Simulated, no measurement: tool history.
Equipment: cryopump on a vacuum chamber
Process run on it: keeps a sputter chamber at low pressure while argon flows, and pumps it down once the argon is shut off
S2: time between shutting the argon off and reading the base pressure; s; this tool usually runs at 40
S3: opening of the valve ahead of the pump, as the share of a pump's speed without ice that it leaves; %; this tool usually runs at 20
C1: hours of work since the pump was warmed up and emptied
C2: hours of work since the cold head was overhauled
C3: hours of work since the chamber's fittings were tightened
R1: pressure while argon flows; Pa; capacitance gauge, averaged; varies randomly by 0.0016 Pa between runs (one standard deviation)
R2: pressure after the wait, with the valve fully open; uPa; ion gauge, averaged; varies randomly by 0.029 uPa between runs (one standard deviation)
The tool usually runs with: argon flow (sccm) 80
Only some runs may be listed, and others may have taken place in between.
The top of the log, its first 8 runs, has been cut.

run 9 day=21.042 | argon_flow_(sccm)=80 S2=40 S3=20 | C1=144 C2=2815 C3=447 | R1=0.3879 R2=1.48
run 10 day=24.479 | argon_flow_(sccm)=80 S2=40 S3=20 | C1=208 C2=2880 C3=512 | R1=0.3926 R2=1.56
run 11 day=28.012 | argon_flow_(sccm)=80 S2=40 S3=20 | C1=274 C2=2946 C3=578 | R1=0.3913 R2=1.61
run 12 day=30.629 | argon_flow_(sccm)=80 S2=40 S3=20 | C1=323 C2=2995 C3=627 | R1=0.3988 R2=1.64
run 13 day=34.267 | argon_flow_(sccm)=80 S2=40 S3=20 | C1=391 C2=3063 C3=695 | R1=0.4024 R2=1.67
-- day=35.038 pump warmed up, emptied and cooled again
run 14 day=37.112 | argon_flow_(sccm)=80 S2=40 S3=20 | C1=39 C2=3112 C3=744 | R1=0.3843 R2=1.6
run 15 day=39.854 | argon_flow_(sccm)=80 S2=40 S3=20 | C1=90 C2=3163 C3=795 | R1=0.385 R2=1.6
run 16 day=42.425 | argon_flow_(sccm)=80 S2=40 S3=20 | C1=138 C2=3211 C3=843 | R1=0.3908 R2=1.64
run 17 day=44.454 | argon_flow_(sccm)=80 S2=40 S3=20 | C1=176 C2=3249 C3=881 | R1=0.3919 R2=1.68
run 18 day=46.488 | argon_flow_(sccm)=80 S2=40 S3=20 | C1=214 C2=3287 C3=919 | R1=0.3933 R2=1.71
run 19 day=48.533 | argon_flow_(sccm)=80 S2=40 S3=20 | C1=252 C2=3325 C3=957 | R1=0.3916 R2=1.75
run 20 day=51.867 | argon_flow_(sccm)=158 S2=71 S3=40 | C1=314 C2=3387 C3=1020 | R1=0.4164 R2=1.16
run 21 day=54.608 | argon_flow_(sccm)=158 S2=71 S3=40 | C1=366 C2=3439 C3=1071 | R1=0.4225 R2=1.2
-- day=56.617 pump warmed up, emptied and cooled again
run 22 day=58.879 | argon_flow_(sccm)=158 S2=71 S3=40 | C1=42 C2=3515 C3=1147 | R1=0.3804 R2=1.12
run 23 day=62.458 | argon_flow_(sccm)=158 S2=71 S3=40 | C1=109 C2=3582 C3=1214 | R1=0.389 R2=1.12
run 24 day=65.488 | argon_flow_(sccm)=35 S2=75 S3=34 | C1=166 C2=3638 C3=1270 | R1=0.1021 R2=1.15
run 25 day=67.858 | argon_flow_(sccm)=35 S2=23 S3=31 | C1=210 C2=3682 C3=1315 | R1=0.1138 R2=2.8
run 26 day=71.567 | argon_flow_(sccm)=41 S2=165 S3=31 | C1=279 C2=3752 C3=1384 | R1=0.1338 R2=0.86
run 27 day=74.871 | argon_flow_(sccm)=35 S2=40 S3=20 | C1=341 C2=3813 C3=1446 | R1=0.175 R2=1.82
run 28 day=77.412 | argon_flow_(sccm)=35 S2=40 S3=20 | C1=389 C2=3861 C3=1493 | R1=0.1757 R2=1.91
-- day=78.162 pump warmed up, emptied and cooled again
run 29 day=81.383 | argon_flow_(sccm)=58 S2=165 S3=23 | C1=60 C2=3931 C3=1563 | R1=0.2442 R2=0.79
run 30 day=84.417 | argon_flow_(sccm)=58 S2=165 S3=23 | C1=117 C2=3988 C3=1620 | R1=0.2461 R2=0.79
run 31 day=88.471 | argon_flow_(sccm)=58 S2=165 S3=23 | C1=193 C2=4064 C3=1696 | R1=0.2487 R2=0.85
run 32 day=91.938 | argon_flow_(sccm)=58 S2=165 S3=23 | C1=257 C2=4129 C3=1761 | R1=0.2503 R2=0.92
run 33 day=95.058 | argon_flow_(sccm)=117 S2=172 S3=15 | C1=316 C2=4187 C3=1819 | R1=0.7669 R2=0.94

Branching from run 33: 5 alternative next runs. What would each branch give?
run A day=98.858 | argon_flow_(sccm)=117 S2=26 S3=56 | C1=387 C2=4258 C3=1890 | R1=? R2=?
run B day=98.858 | argon_flow_(sccm)=46 S2=43 S3=23 | C1=387 C2=4258 C3=1890 | R1=? R2=?
run C day=98.858 | argon_flow_(sccm)=42 S2=40 S3=20 | C1=387 C2=4258 C3=1890 | R1=? R2=?
run D day=98.858 | argon_flow_(sccm)=62 S2=40 S3=20 | C1=387 C2=4258 C3=1890 | R1=? R2=?
run E day=98.858 | argon_flow_(sccm)=99 S2=172 S3=15 | C1=387 C2=4258 C3=1890 | R1=? R2=?

run=A R1=0.2367 R2=2.58
run=B R1=0.206 R2=1.89
run=C R1=0.2136 R2=1.92
run=D R1=0.3155 R2=1.95
run=E R1=0.6567 R2=0.97
Take away the tool's hidden state, keep each run's random variation, and the runs would have read:
run=A R1=0.1961 R2=2.06
run=B R1=0.1899 R2=1.37
run=C R1=0.1989 R2=1.41
run=D R1=0.2939 R2=1.43
run=E R1=0.6223 R2=0.46
